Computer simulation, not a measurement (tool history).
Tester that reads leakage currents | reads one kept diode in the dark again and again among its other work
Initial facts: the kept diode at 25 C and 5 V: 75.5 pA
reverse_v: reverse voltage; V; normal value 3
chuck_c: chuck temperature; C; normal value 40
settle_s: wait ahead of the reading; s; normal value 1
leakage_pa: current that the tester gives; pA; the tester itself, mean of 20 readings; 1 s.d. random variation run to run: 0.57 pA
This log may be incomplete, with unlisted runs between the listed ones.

run      day  reverse_v  chuck_c  settle_s  leakage_pa
  1        0          3       40         1      197.55
  2    2.975          3       40         1      199.39
  3    6.979       5.62       40         1      287.92
  4    11.05          3       40         1      199.21
  5   16.842          3       40         1      201.73
  6   22.446          3       40      5.83       202.9
  7   25.354          3       40      5.83      202.56
  8   30.421          3       40      5.83      203.57
  9   35.721          3       40         1      205.08
 10   40.158          3       40         1      206.39
 11   45.558          3       40         1      207.99
      46.904  -- probe card cleaned and baked
 12   49.171          3       40         1      204.33
 13   51.775          3       24         1       56.83
 14   55.425          3       24         1       57.44
      55.825  -- tester calibrated
 15   61.429      12.28       24         1       134.9
 16   66.171       6.54       29         1      138.79
 17   69.912       6.54       29         1      139.86
 18   73.625       6.54       29         1      141.18
 19   76.567       2.55       40         1      191.08
      80.225  -- tester calibrated, once more
 20   81.017       1.07       52      8.14       277.5
 21   86.521       1.74       31      6.32       76.94
 22   91.854       6.95       39      6.32      326.61
      93.254  -- chuck's temperature calibrated
 23   95.508          3       40      1.08      193.26
 24   98.721          3       40      1.08      193.98
 25  104.892          3       40      1.08      194.28
 26  107.504      18.77       29       0.6      257.21
 27  111.267          3       39         1      182.33
 28  116.842          3       39         1      184.22
 29  121.512       2.27       40         1      169.23

5 ways to go on from here, each from the tool as it stands after run 29. What would each give?
     123.017  -- probe card cleaned and baked
  A  124.679          3       34         1           ?
     123.017  -- probe card cleaned and baked
  B  124.679       5.52       21      1.12           ?
     123.017  -- probe card cleaned and baked
  C  124.679       6.86       21         1           ?
     123.017  -- probe card cleaned and baked
  D  124.679      14.14       40         1           ?
     123.017  -- probe card cleaned and baked
  E  124.679      15.22       27         1           ?

run  leakage_pa
  A       121.8
  B        59.6
  C       68.02
  D      482.99
  E      179.52
What these runs would have given with no unlogged condition in the tool:
run  leakage_pa
  A       117.7
  B       57.32
  C       65.39
  D      467.32
  E      172.93

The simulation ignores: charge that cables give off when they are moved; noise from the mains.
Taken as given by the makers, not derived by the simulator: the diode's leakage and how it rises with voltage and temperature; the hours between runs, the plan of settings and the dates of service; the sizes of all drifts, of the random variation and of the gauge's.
